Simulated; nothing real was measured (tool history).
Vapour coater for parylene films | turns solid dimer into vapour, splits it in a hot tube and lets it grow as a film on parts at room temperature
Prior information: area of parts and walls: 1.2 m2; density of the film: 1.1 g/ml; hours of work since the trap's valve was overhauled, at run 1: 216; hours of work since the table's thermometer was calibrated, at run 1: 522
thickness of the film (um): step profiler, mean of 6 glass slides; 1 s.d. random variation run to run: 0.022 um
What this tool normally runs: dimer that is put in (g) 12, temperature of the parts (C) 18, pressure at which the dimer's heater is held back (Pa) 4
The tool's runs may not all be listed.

run   hour  dimer that is put in (g)  temperature of the parts (C)  pressure at which the dimer's heater is held back (Pa)  hours of work since the trap's valve was overhauled  hours of work since the table's thermometer was calibrated  thickness of the film (um)
  1      0                        12                            18                                                       4                                                  216                                                         522                        4.11
  2   20.3                        12                            18                                                       4                                                  233                                                         539                        4.12
  3   37.5                        12                            18                                                       4                                                  248                                                         554                        4.12
  4   62.7                        12                            18                                                    3.22                                                  270                                                         576                        4.26
  5   74.9                        12                            18                                                    3.22                                                  280                                                         586                        4.24
  6   95.3                        12                            18                                                    3.22                                                  298                                                         604                        4.26
  7  112.6                        14                            18                                                    3.22                                                  312                                                         618                         4.9
  8  134.3                        12                            18                                                       4                                                  331                                                         637                        4.05
  9    161                        12                            18                                                       4                                                  354                                                         660                        4.05
 10  178.8                        12                            13                                                       4                                                  369                                                         675                        4.74
 11  205.2                        12                            13                                                       4                                                  392                                                         698                        4.69
     223.7  -- trap's valve overhauled
 12  228.2                         7                            18                                                       4                                                    4                                                         714                        2.56
 13  243.8                         7                            18                                                       4                                                   17                                                         727                        2.56
 14  272.1                        12                            18                                                    2.38                                                   41                                                         751                        4.84
 15  292.7                        12                            18                                                       4                                                   59                                                         769                        4.36
 16  321.6                        12                            22                                                       4                                                   84                                                         794                        3.81
 17  337.9                        12                            18                                                    3.23                                                   98                                                         808                        4.51
 18  358.8                        12                            18                                                    3.23                                                  116                                                         826                         4.5
 19  377.4                        12                            20                                                       4                                                  131                                                         841                        4.02
 20  395.8                        12                            20                                                       4                                                  147                                                         857                        4.02
 21  419.4                        12                            20                                                       4                                                  167                                                         877                        3.98
 22    438                        12                            18                                                    3.91                                                  183                                                         893                        4.26
 23  465.7                        12                            18                                                    2.39                                                  207                                                         917                        4.65
 24  484.9                        12                            18                                                    2.39                                                  223                                                         933                        4.67
       494  -- table's thermometer calibrated
 25  502.5                        12                            13                                                   10.31                                                  238                                                           7                        4.01
 26  528.3                        12                            13                                                   10.65                                                  260                                                          29                        3.98
 27  555.2                         9                            29                                                    3.05                                                  283                                                          52                        2.22
 28  574.9                         8                            20                                                    2.86                                                  300                                                          69                        2.64
 29  597.3                        18                            18                                                    5.29                                                  319                                                          88                        5.66
 30  619.2                        18                            18                                                    5.29                                                  337                                                         107                        5.67
 31  643.2                        17                            18                                                       4                                                  358                                                         128                        5.63
 32  665.8                        17                            18                                                       4                                                  377                                                         147                        5.57
 33    679                         7                            27                                                       4                                                  389                                                         158                        1.68
     699.5  -- trap's valve overhauled
 34  699.5                         7                            27                                                       4                                                    0                                                         172                        1.88
 35  723.6                         6                            20                                                    3.29                                                   21                                                         193                        2.08
 36  741.4                         6                            15                                                    2.91                                                   36                                                         208                        2.52
 37  768.5                         6                            15                                                    2.91                                                   59                                                         231                        2.53
 38  791.1                         6                            15                                                    2.91                                                   78                                                         251                        2.48
 39  806.4                         9                            19                                                    4.94                                                   91                                                         264                        2.95
 40  821.2                         6                            18                                                    6.61                                                  104                                                         277                        1.94
 41  848.1                         6                            18                                                    8.47                                                  127                                                         299                        1.82
 42  861.4                         5                            24                                                       4                                                  138                                                         311                        1.42
 43  881.4                        12                            10                                                       4                                                  156                                                         328                        5.52
 44    903                        16                            10                                                    3.17                                                  174                                                         346                        7.55
 45  927.9                        16                            10                                                    3.17                                                  195                                                         368                        7.59
 46  944.9                        10                            15                                                    8.31                                                  210                                                         382                        3.33
 47  971.5                        11                            15                                                    8.31                                                  233                                                         405                        3.64

Hidden state or all else? Some run-to-run changes of thickness of the film (um), split into what the settings, what came in and random variation would give without the hidden state, and what is left for the hidden state (with any gauge scatter that isn't in both results):
The tool's hidden condition here consists of: vapour lost through the trap's worn valve, %; true temperature of the parts over the reading, C; drift of the gauge itself on film_um, %.
Run 11 -> 12: dimer that is put in (g) 12 -> 7, temperature of the parts (C) 13 -> 18, trap's valve overhauled. thickness of the film (um) -2.13: hidden state +0.4, all else -2.53.
Run 28 -> 29: dimer that is put in (g) 8 -> 18, temperature of the parts (C) 20 -> 18, pressure at which the dimer's heater is held back (Pa) 2.86 -> 5.29. thickness of the film (um) +3.02: hidden state -0.23, all else +3.25.
Run 32 -> 33: dimer that is put in (g) 17 -> 7, temperature of the parts (C) 18 -> 27. thickness of the film (um) -3.89: hidden state +0.33, all else -4.22.
Run 42 -> 43: dimer that is put in (g) 5 -> 12, temperature of the parts (C) 24 -> 10. thickness of the film (um) +4.1: hidden state -0.07, all else +4.17.
Run 45 -> 46: dimer that is put in (g) 16 -> 10, temperature of the parts (C) 10 -> 15, pressure at which the dimer's heater is held back (Pa) 3.17 -> 8.31. thickness of the film (um) -4.26: hidden state +0.11, all else -4.37.
